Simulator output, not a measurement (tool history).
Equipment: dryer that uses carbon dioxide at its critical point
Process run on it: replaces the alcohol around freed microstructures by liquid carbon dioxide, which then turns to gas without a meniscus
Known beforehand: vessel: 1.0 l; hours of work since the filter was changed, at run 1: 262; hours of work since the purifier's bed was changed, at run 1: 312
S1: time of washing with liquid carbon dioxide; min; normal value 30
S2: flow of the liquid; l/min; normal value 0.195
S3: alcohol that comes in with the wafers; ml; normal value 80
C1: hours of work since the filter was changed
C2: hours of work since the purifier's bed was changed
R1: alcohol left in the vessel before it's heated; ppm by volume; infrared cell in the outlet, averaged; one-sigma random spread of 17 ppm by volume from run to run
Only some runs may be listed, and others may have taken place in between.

run	hour	S1	S2	S3	C1	C2	R1
1	0.0	30	0.195	80	262	312	2096
2	6.3	30	0.195	80	267	316	2135
# hour 8.7: inlet filter changed
3	16.5	30	0.195	80	6	324	1239
4	22.6	30	0.195	80	11	328	1253
5	37.5	30	0.195	80	23	340	1284
6	45.2	30	0.195	80	29	346	1281
7	58.8	30	0.195	80	39	357	1331
8	67.2	20	0.195	80	46	363	5070
9	75.8	19	0.195	80	53	370	5920
10	89.4	19	0.195	80	63	381	5839
11	103.1	19	0.195	80	74	392	5812
12	111.3	19	0.195	80	80	398	5898
13	120.4	19	0.195	80	88	405	6115
14	133.2	19	0.195	80	98	415	6088
15	142.2	19	0.195	80	105	422	6141
16	156.3	34	0.195	80	116	433	958
17	164.8	30	0.195	80	122	440	1578
18	177.1	30	0.195	80	132	450	1588
19	184.5	30	0.195	80	138	456	1657
20	198.3	40	0.118	41	149	466	2004
21	206.7	40	0.118	41	155	473	2018
22	219.8	30	0.195	82	166	483	1816
23	227.6	22	0.302	36	172	489	560
24	235.4	19	0.163	36	178	495	4716
25	245.4	30	0.254	52	186	503	466
26	253.0	37	0.189	52	192	509	691
27	263.2	37	0.189	52	200	517	702
28	275.1	37	0.189	52	209	527	713
29	286.9	42	0.284	52	218	536	222
30	293.4	30	0.195	80	223	541	1935
31	303.8	20	0.173	71	232	549	7539
32	310.7	30	0.319	44	237	555	275
33	325.2	29	0.320	104	248	566	435
34	332.8	20	0.127	65	254	572	13581
35	342.4	20	0.127	65	262	579	13299
# hour 351.1: inlet filter changed
36	354.6	30	0.154	80	3	588	3111
37	367.9	42	0.221	80	13	599	311
38	376.6	42	0.220	95	20	605	345

Consider 5 possible next runs. They are alternatives, not a sequence: every one starts from the tool as it was left by run 38. What does each give?
A	388.6	37	0.305	103	29	615	?
B	388.6	42	0.220	48	29	615	?
C	388.6	42	0.217	82	29	615	?
D	388.6	35	0.280	29	29	615	?
E	388.6	30	0.206	76	29	615	?

run	R1
A	252
B	295
C	341
D	240
E	1096
What these runs would have given with no unlogged condition in the tool:
run	R1
A	23
B	57
C	98
D	13
E	782
